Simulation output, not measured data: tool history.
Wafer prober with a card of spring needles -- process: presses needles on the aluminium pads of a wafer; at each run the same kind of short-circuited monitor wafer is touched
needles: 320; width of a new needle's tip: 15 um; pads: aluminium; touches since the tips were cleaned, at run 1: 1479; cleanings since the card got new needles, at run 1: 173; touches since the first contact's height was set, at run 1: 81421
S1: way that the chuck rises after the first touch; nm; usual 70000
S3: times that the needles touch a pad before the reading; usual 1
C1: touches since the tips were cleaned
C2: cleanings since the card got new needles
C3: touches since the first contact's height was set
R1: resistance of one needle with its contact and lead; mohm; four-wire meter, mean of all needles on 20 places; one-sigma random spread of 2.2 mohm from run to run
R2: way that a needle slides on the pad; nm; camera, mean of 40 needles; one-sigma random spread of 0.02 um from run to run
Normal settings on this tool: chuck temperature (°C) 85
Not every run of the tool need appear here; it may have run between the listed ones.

Run 1, hour 0.0: usual settings; C1 1479; C2 173; C3 81421. Result: R1 242 mohm, R2 16190 nm.
At hour 7.9: tips cleaned on abrasive film.
At hour 17.4: tips cleaned on abrasive film.
Run 2, hour 18.4: usual settings; C1 732; C2 175; C3 95740. Result: R1 241 mohm, R2 16210 nm.
At hour 26.3: tips cleaned on abrasive film.
At hour 32.4: height of the first contact set anew.
At hour 34.5: tips cleaned on abrasive film.
At hour 44.3: tips cleaned on abrasive film.
Run 3, hour 52.1: usual settings; C1 6146; C2 178; C3 15370. Result: R1 243 mohm, R2 16240 nm.
At hour 54.2: tips cleaned on abrasive film.
At hour 64.0: tips cleaned on abrasive film.
At hour 73.6: tips cleaned on abrasive film.
At hour 83.5: tips cleaned on abrasive film.
Run 4, hour 89.2: usual settings; C1 4525; C2 182; C3 44315. Result: R1 239 mohm, R2 16200 nm.
At hour 93.2: tips cleaned on abrasive film.
At hour 101.1: tips cleaned on abrasive film.
Run 5, hour 106.3: usual settings but S1 66000 nm; C1 4102; C2 184; C3 57641. Result: R1 240 mohm, R2 15310 nm.
At hour 110.3: tips cleaned on abrasive film.
At hour 120.2: tips cleaned on abrasive film.
At hour 130.0: tips cleaned on abrasive film.
Run 6, hour 130.3: usual settings but chuck temperature (°C) 78; C1 261; C2 187; C3 76351. Result: R1 240 mohm, R2 16230 nm.
At hour 137.9: tips cleaned on abrasive film.
At hour 147.6: tips cleaned on abrasive film.
At hour 157.5: tips cleaned on abrasive film.
At hour 167.3: tips cleaned on abrasive film.
Run 7, hour 167.8: usual settings but S3 2; C1 361; C2 191; C3 105559. Result: R1 242 mohm, R2 16280 nm.
At hour 170.0: height of the first contact set anew.
At hour 175.8: tips cleaned on abrasive film.
At hour 185.7: tips cleaned on abrasive film.
At hour 195.2: tips cleaned on abrasive film.
At hour 204.5: tips cleaned on abrasive film.
Run 8, hour 204.5: usual settings but S3 2; C1 0; C2 195; C3 26879. Result: R1 239 mohm, R2 16290 nm.
At hour 214.4: tips cleaned on abrasive film.
At hour 224.2: tips cleaned on abrasive film.
At hour 234.0: tips cleaned on abrasive film.
At hour 243.1: tips cleaned on abrasive film.
Run 9, hour 243.1: usual settings but S3 2; C1 0; C2 199; C3 57001. Result: R1 244 mohm, R2 16350 nm.
At hour 253.0: tips cleaned on abrasive film.
At hour 262.5: tips cleaned on abrasive film.
At hour 272.4: tips cleaned on abrasive film.
Run 10, hour 277.2: usual settings but S1 68000 nm, S3 2; C1 3801; C2 202; C3 83634. Result: R1 240 mohm, R2 15890 nm.
At hour 281.0: tips cleaned on abrasive film.
At hour 290.6: tips cleaned on abrasive film.
At hour 300.3: tips cleaned on abrasive film.
At hour 308.2: height of the first contact set anew.
At hour 310.2: tips cleaned on abrasive film.
Run 11, hour 311.0: usual settings but S1 68000 nm, S3 2; C1 642; C2 206; C3 2180. Result: R1 236 mohm, R2 15930 nm.
At hour 318.9: tips cleaned on abrasive film.
At hour 328.5: tips cleaned on abrasive film.
At hour 338.4: tips cleaned on abrasive film.
Run 12, hour 344.3: usual settings but S1 54000 nm, S3 2; C1 4674; C2 209; C3 28157. Result: R1 240 mohm, R2 12640 nm.
At hour 346.3: tips cleaned on abrasive film.
At hour 355.9: tips cleaned on abrasive film.
Run 13, hour 363.2: usual settings but S1 54000 nm, S3 2; C1 5794; C2 211; C3 42950. Result: R1 242 mohm, R2 12650 nm.
At hour 365.3: tips cleaned on abrasive film.
At hour 375.1: tips cleaned on abrasive film.
At hour 384.5: tips cleaned on abrasive film.
At hour 394.0: tips cleaned on abrasive film.
Run 14, hour 398.2: usual settings but S1 60000 nm, chuck temperature (°C) 35, S3 2; C1 3330; C2 215; C3 70192. Result: R1 231 mohm, R2 14120 nm.
At hour 402.2: tips cleaned on abrasive film.
At hour 412.0: tips cleaned on abrasive film.
At hour 419.9: tips cleaned on abrasive film.
Run 15, hour 424.2: usual settings but S1 60000 nm, chuck temperature (°C) 35, S3 2; C1 3420; C2 218; C3 90494. Result: R1 228 mohm, R2 14140 nm.
At hour 428.2: tips cleaned on abrasive film.
At hour 436.1: tips cleaned on abrasive film.
At hour 446.0: tips cleaned on abrasive film.
At hour 446.3: height of the first contact set anew.
Run 16, hour 449.1: usual settings but S1 60000 nm, S3 2; C1 2206; C2 221; C3 2206. Result: R1 244 mohm, R2 14110 nm.
At hour 455.0: tips cleaned on abrasive film.
At hour 464.6: tips cleaned on abrasive film.
At hour 474.4: tips cleaned on abrasive film.
At hour 484.0: tips cleaned on abrasive film.
Run 17, hour 486.6: usual settings but S1 60000 nm, S3 2; C1 2047; C2 225; C3 31469. Result: R1 240 mohm, R2 14140 nm.
At hour 492.3: tips cleaned on abrasive film.
At hour 501.9: tips cleaned on abrasive film.
Run 18, hour 509.4: usual settings but chuck temperature (°C) 57; C1 5942; C2 227; C3 49281. Result: R1 233 mohm, R2 16500 nm.

Alternative continuations, all from the tool just after run 18; predict every row:
At hour 511.4: tips cleaned on abrasive film.
At hour 521.3: tips cleaned on abrasive film.
At hour 529.2: tips cleaned on abrasive film.
At hour 539.0: tips cleaned on abrasive film.
Run A, hour 539.9: usual settings but chuck temperature (°C) 88; C1 690; C2 231; C3 73031. Result: R1 ?, R2 ?.
At hour 511.4: tips cleaned on abrasive film.
At hour 521.3: tips cleaned on abrasive film.
At hour 529.2: tips cleaned on abrasive film.
At hour 539.0: tips cleaned on abrasive film.
Run B, hour 539.9: usual settings but S1 87000 nm, chuck temperature (°C) 57; C1 690; C2 231; C3 73031. Result: R1 ?, R2 ?.
At hour 511.4: tips cleaned on abrasive film.
At hour 521.3: tips cleaned on abrasive film.
At hour 529.2: tips cleaned on abrasive film.
At hour 539.0: tips cleaned on abrasive film.
Run C, hour 539.9: usual settings but S3 2; C1 690; C2 231; C3 73031. Result: R1 ?, R2 ?.
At hour 511.4: tips cleaned on abrasive film.
At hour 521.3: tips cleaned on abrasive film.
At hour 529.2: tips cleaned on abrasive film.
At hour 539.0: tips cleaned on abrasive film.
Run D, hour 539.9: usual settings but S1 61000 nm, chuck temperature (°C) 54; C1 690; C2 231; C3 73031. Result: R1 ?, R2 ?.
At hour 511.4: tips cleaned on abrasive film.
At hour 521.3: tips cleaned on abrasive film.
At hour 529.2: tips cleaned on abrasive film.
At hour 539.0: tips cleaned on abrasive film.
Run E, hour 539.9: usual settings but S1 57000 nm, chuck temperature (°C) 100; C1 690; C2 231; C3 73031. Result: R1 ?, R2 ?.

run   R1     R2
  A  240  16530
  B  235  20540
  C  240  16540
  D  231  14410
  E  247  13450
Had the tool no hidden state, the same runs would have come out as:
run   R1     R2
  A  239  16180
  B  235  20110
  C  240  16190
  D  231  14110
  E  247  13170
